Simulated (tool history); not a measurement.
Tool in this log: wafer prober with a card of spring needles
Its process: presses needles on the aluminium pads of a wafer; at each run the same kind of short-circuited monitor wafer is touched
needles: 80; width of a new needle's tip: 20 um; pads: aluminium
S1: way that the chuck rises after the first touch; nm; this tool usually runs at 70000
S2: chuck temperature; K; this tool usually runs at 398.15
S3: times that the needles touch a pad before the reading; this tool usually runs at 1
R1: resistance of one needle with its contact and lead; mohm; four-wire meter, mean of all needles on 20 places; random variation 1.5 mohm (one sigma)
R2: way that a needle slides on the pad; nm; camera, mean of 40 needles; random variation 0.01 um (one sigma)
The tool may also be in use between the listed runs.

Run 1, hour 0.0: usual settings. Result: R1 167 mohm, R2 8700 nm.
Run 2, hour 20.1: usual settings but S2 320.15 K. Result: R1 218 mohm, R2 8710 nm.
At hour 34.1: tips cleaned on abrasive film.
Run 3, hour 36.8: usual settings but S2 320.15 K. Result: R1 158 mohm, R2 8700 nm.
Run 4, hour 52.5: usual settings but S2 320.15 K. Result: R1 215 mohm, R2 8690 nm.
Run 5, hour 66.7: usual settings but S2 352.15 K. Result: R1 232 mohm, R2 8700 nm.
At hour 72.7: tips cleaned on abrasive film.
Run 6, hour 95.4: usual settings. Result: R1 219 mohm, R2 8720 nm.
At hour 109.2: tips cleaned on abrasive film.
Run 7, hour 116.9: usual settings. Result: R1 183 mohm, R2 8680 nm.
Run 8, hour 142.9: usual settings. Result: R1 233 mohm, R2 8710 nm.
At hour 146.1: tips cleaned on abrasive film.
Run 9, hour 176.9: usual settings but S1 81000 nm. Result: R1 206 mohm, R2 10050 nm.
At hour 182.9: tips cleaned on abrasive film.
Run 10, hour 199.4: usual settings but S1 81000 nm. Result: R1 200 mohm, R2 10040 nm.
At hour 219.2: tips cleaned on abrasive film.
Run 11, hour 226.2: usual settings but S1 81000 nm. Result: R1 178 mohm, R2 10020 nm.
Run 12, hour 242.0: usual settings but S1 81000 nm. Result: R1 202 mohm, R2 10030 nm.
At hour 244.0: height of the first contact set anew.
At hour 257.7: tips cleaned on abrasive film.
Run 13, hour 267.1: usual settings but S1 81000 nm. Result: R1 183 mohm, R2 9970 nm.
Run 14, hour 292.1: usual settings. Result: R1 237 mohm, R2 8580 nm.
At hour 294.9: tips cleaned on abrasive film.
Run 15, hour 323.0: usual settings. Result: R1 232 mohm, R2 8570 nm.
At hour 331.4: tips cleaned on abrasive film.
Run 16, hour 355.9: usual settings. Result: R1 228 mohm, R2 8560 nm.
At hour 368.1: tips cleaned on abrasive film.
Run 17, hour 385.2: usual settings. Result: R1 217 mohm, R2 8570 nm.
At hour 401.9: height of the first contact set anew, once more.
At hour 404.7: tips cleaned on abrasive film.
Run 18, hour 408.8: usual settings but S1 61000 nm, S2 371.15 K, S3 3. Result: R1 155 mohm, R2 7600 nm.
Run 19, hour 434.5: usual settings but S1 61000 nm, S2 299.15 K, S3 3. Result: R1 172 mohm, R2 7610 nm.
At hour 441.1: tips cleaned on abrasive film.
Run 20, hour 466.5: usual settings but S3 3. Result: R1 173 mohm, R2 8710 nm.
At hour 479.0: tips cleaned on abrasive film.
Run 21, hour 487.5: usual settings but S3 3. Result: R1 159 mohm, R2 8710 nm.
Run 22, hour 508.8: usual settings but S3 3. Result: R1 176 mohm, R2 8730 nm.
At hour 515.5: tips cleaned on abrasive film.
Run 23, hour 538.5: usual settings but S1 73000 nm, S2 360.15 K, S3 3. Result: R1 161 mohm, R2 9080 nm.
At hour 552.4: tips cleaned on abrasive film.
Run 24, hour 562.3: usual settings but S1 71000 nm, S2 350.15 K, S3 3. Result: R1 156 mohm, R2 8810 nm.
At hour 588.8: tips cleaned on abrasive film.
Run 25, hour 595.3: usual settings but S1 60000 nm, S2 349.15 K. Result: R1 196 mohm, R2 7440 nm.
At hour 625.0: tips cleaned on abrasive film.
Run 26, hour 626.0: usual settings but S2 397.15 K, S3 2. Result: R1 147 mohm, R2 8680 nm.
Run 27, hour 655.2: usual settings but S2 314.15 K, S3 2. Result: R1 190 mohm, R2 8670 nm.
At hour 661.4: tips cleaned on abrasive film.
Run 28, hour 676.0: usual settings but S2 314.15 K, S3 3. Result: R1 156 mohm, R2 8660 nm.
At hour 699.6: tips cleaned on abrasive film.
Run 29, hour 705.6: usual settings but S2 314.15 K, S3 3. Result: R1 144 mohm, R2 8670 nm.
Run 30, hour 725.4: usual settings but S1 73000 nm, S2 299.15 K, S3 2. Result: R1 182 mohm, R2 9040 nm.
At hour 736.9: tips cleaned on abrasive film.
Run 31, hour 748.1: usual settings but S3 2. Result: R1 175 mohm, R2 8660 nm.
At hour 772.9: tips cleaned on abrasive film.
Run 32, hour 772.9: usual settings but S3 2. Result: R1 144 mohm, R2 8650 nm.
Run 33, hour 790.8: usual settings but S1 66000 nm, S2 317.15 K. Result: R1 220 mohm, R2 8140 nm.

Measured less the same run without the tool's hidden state. The same run-to-run variation is in both; the gauge's scatter may not be:
The hidden state here: debris on the tips, nm; way that the needles fall short of the set height, um; tips' diameter, um; drift of the gauge itself on contact_mohm, %; drift of the gauge itself on scrub_um, %.
run    R1    R2
  1   +23   -30
  2   +91   -20
  3   +27   -40
  4   +85   -30
  5  +100   -40
  6   +81   -40
  7   +44   -60
  8   +93   -50
  9   +70   -60
 10   +60   -80
 11   +37   -90
 12   +65   -80
 13   +44  -150
 14   +97  -140
 15   +91  -150
 16   +88  -160
 17   +77  -170
 18   +15   -10
 19   +48   -10
 20   +33   -10
 21   +19   -20
 22   +33   -20
 23   +30   -30
 24   +22   -40
 25   +62   -50
 26    +8   -50
 27   +64   -50
 28   +29   -70
 29   +18   -70
 30   +59   -70
 31   +36   -80
 32    +5   -90
 33   +93   -90

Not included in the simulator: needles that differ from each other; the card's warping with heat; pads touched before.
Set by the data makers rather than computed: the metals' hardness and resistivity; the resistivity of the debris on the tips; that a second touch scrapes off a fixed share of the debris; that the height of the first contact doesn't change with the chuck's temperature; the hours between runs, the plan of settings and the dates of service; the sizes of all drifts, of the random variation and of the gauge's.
